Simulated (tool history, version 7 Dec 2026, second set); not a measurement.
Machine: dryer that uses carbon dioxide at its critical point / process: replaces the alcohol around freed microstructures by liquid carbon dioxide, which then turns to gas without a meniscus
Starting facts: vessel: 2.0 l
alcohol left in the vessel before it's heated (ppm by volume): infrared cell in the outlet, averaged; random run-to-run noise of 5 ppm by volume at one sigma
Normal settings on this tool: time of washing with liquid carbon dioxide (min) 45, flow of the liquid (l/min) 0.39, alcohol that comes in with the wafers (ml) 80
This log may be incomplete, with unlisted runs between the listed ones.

| run | hour | time of washing with liquid carbon dioxide (min) | flow of the liquid (l/min) | alcohol that comes in with the wafers (ml) | alcohol left in the vessel before it's heated (ppm by volume) |
|---|---|---|---|---|---|
| 1 | 0 | 45 | 0.39 | 80 | 55 |
| 2 | 6.5 | 45 | 0.39 | 80 | 53 |
| 3 | 12.1 | 45 | 0.39 | 57 | 51 |
| 4 | 20.3 | 45 | 0.39 | 57 | 53 |
| 5 | 25.9 | 45 | 0.39 | 57 | 50 |
| 6 | 30.9 | 45 | 0.39 | 22 | 50 |
| 7 | 37.5 | 45 | 0.39 | 22 | 39 |
| 8 | 42.4 | 38 | 0.311 | 80 | 340 |
| 9 | 50.4 | 38 | 0.311 | 41 | 193 |
| 10 | 58.7 | 38 | 0.311 | 41 | 195 |
| 11 | 63.6 | 42 | 0.284 | 26 | 140 |
| 12 | 70.9 | 38 | 0.242 | 34 | 459 |

5 ways to go on from here, each from the tool as it stands after run 12. What would each give?
| A | 79.3 | 38 | 0.548 | 71 | ? |
| B | 79.3 | 52 | 0.254 | 36 | ? |
| C | 79.3 | 45 | 0.387 | 80 | ? |
| D | 79.3 | 57 | 0.591 | 27 | ? |
| E | 79.3 | 46 | 0.316 | 29 | ? |

| run | alcohol left in the vessel before it's heated (ppm by volume) |
|---|---|
| A | 57 |
| B | 125 |
| C | 72 |
| D | 40 |
| E | 81 |
What these runs would have given with no unlogged condition in the tool:
| run | alcohol left in the vessel before it's heated (ppm by volume) |
|---|---|
| A | 15 |
| B | 41 |
| C | 13 |
| D | 1 |
| E | 20 |

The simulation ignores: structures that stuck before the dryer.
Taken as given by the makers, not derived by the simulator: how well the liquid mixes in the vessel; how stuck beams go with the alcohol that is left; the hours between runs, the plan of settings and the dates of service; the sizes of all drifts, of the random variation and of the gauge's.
